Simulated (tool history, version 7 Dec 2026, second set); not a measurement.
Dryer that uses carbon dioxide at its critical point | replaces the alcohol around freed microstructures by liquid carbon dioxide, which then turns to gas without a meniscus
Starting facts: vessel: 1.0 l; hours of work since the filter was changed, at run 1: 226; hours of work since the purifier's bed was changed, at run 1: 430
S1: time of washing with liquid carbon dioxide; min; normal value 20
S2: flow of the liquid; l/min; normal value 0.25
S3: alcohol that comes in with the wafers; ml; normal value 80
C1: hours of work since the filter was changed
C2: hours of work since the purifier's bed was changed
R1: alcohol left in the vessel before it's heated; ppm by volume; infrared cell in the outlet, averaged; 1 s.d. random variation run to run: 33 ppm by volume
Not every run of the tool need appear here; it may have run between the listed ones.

run   hour  S1     S2  S3   C1   C2    R1
  1      0  20   0.25  80  226  430  4047
       7.6  -- inlet filter changed
  2   41.6  13   0.25  80   21  455  8093
  3   88.4  13   0.25  80   51  485  8591
  4  136.7  20   0.25  80   81  515  2872
  5  165.6  20   0.25  80   99  533  3037
  6  190.2  20   0.25  80  115  549  3178
  7  212.9  18   0.25  27  129  563  1617
  8  261.2  16  0.192  53  159  593  7723
       308  -- purifier's bed changed
  9    308  16  0.192  29  187    0  4445
 10  336.5  16  0.192  29  205   18  4410
 11    371  18  0.228  40  227   40  3478
     378.5  -- inlet filter changed
 12    394  12   0.25  80   10   53  9314

Alternative continuations, all from the tool just after run 12; predict every row:
  A  419.9  13  0.164  80  26  70   ?
  B  419.9  12   0.25  59  26  70   ?
  C  419.9  13  0.154  80  26  70   ?
  D  419.9  25  0.194  27  26  70   ?

run     R1
  A  17868
  B   7034
  C  19652
  D    906
Stripped of hidden state, with their random variation kept, the same runs would have yielded:
run     R1
  A  17187
  B   6650
  C  18949
  D    815
